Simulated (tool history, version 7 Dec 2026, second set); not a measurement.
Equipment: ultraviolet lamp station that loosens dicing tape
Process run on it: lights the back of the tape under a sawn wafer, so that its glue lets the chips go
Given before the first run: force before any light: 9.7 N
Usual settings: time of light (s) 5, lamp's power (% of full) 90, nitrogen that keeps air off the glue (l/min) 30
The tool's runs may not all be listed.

run     day  time of light (s)  lamp's power (% of full)  nitrogen that keeps air off the glue (l/min)  force that peels the tape off (N)  light that reached the tape (J/m2)
  1   0.000                  5                        90                                            30                              0.344                                6420
  2   0.450                  5                        90                                            30                              0.332                                6390
  3   0.808                  5                        61                                            30                              0.922                                4380
  4   1.388                  5                        61                                            30                              0.875                                4330
  5   1.846                  5                        90                                            30                              0.332                                6340
  6   2.650                  5                        90                                            30                              0.319                                6400
  7   3.458                  5                        90                                            30                              0.347                                6350
  8   4.229                  5                        90                                            30                              0.326                                6380
  9   4.650                  5                        90                                            28                              0.361                                6390
 10   5.442                  5                        90                                            30                              0.344                                6320
 11   5.792                  5                        90                                            30                              0.338                                6400
 12   6.467                  5                        90                                            30                              0.341                                6280
 13   7.329                  7                        90                                            30                              0.131                                8790
 14   8.096                  7                        90                                            30                              0.151                                8760
 15   8.450                  7                        90                                            30                              0.145                                8840
 16   9.279                  5                        90                                            30                              0.366                                6290
 17   9.962                  5                        90                                            30                              0.361                                6240
 18  10.817                  5                        90                                            30                              0.367                                6220
 19  11.633                  5                        90                                            25                              0.392                                6240
 20  12.179                  5                        90                                            25                              0.398                                6150
 21  12.804                  6                        90                                            30                              0.214                                7450
 22  13.454                  6                        90                                            30                              0.227                                7450
 23  13.829                  6                        90                                            30                              0.226                                7520
 24  14.400                  5                        90                                            25                              0.410                                6220
 25  14.862                  5                        90                                            25                              0.410                                6200
 26  15.600                  5                        81                                            30                              0.514                                5550
     15.683  -- window cleaned of glue's vapour
 27  16.000                  5                        75                                            30                              0.644                                5100
 28  16.479                  8                        86                                            42                              0.110                                9190
 29  17.275                  8                        86                                            42                              0.111                                9220
 30  17.962                  8                        78                                            41                              0.132                                8340
 31  18.475                  8                        90                                            22                              0.134                                9580
 32  18.975                  5                        72                                            30                              0.752                                4770
 33  19.471                  9                        72                                            22                              0.182                                8610
 34  20.212                  3                        74                                            12                              2.653                                2930
     20.446  -- window cleaned of glue's vapour, once more
 35  20.992                  5                        97                                            58                              0.212                                6760
 36  21.496                  5                        97                                            58                              0.208                                6760
 37  21.929                  3                        78                                            29                              1.638                                3270
 38  22.529                  3                        78                                            29                              1.695                                3240
 39  23.008                  5                        65                                            19                              1.059                                4500
 40  23.533                  3                        67                                            17                              2.508                                2740
 41  24.333                  3                        67                                            17                              2.568                                2760
 42  25.112                  3                        67                                            17                              2.468                                2790
 43  25.612                  3                        67                                            17                              2.449                                2760

Below are 3 alternative next runs, each starting from the tool's condition after run 43. Predict each:
  A  26.125                  7                        65                                            17                                  ?                                   ?
  B  26.125                  5                        90                                            17                                  ?                                   ?
  C  26.125                  3                        67                                            19                                  ?                                   ?

run  force that peels the tape off (N)  light that reached the tape (J/m2)
  A                              0.535                                6220
  B                              0.517                                6090
  C                              2.537                                2730
With the hidden condition removed and each run's random variation left untouched, the same runs would have given:
run  force that peels the tape off (N)  light that reached the tape (J/m2)
  A                              0.431                                6740
  B                              0.416                                6600
  C                              2.266                                2960
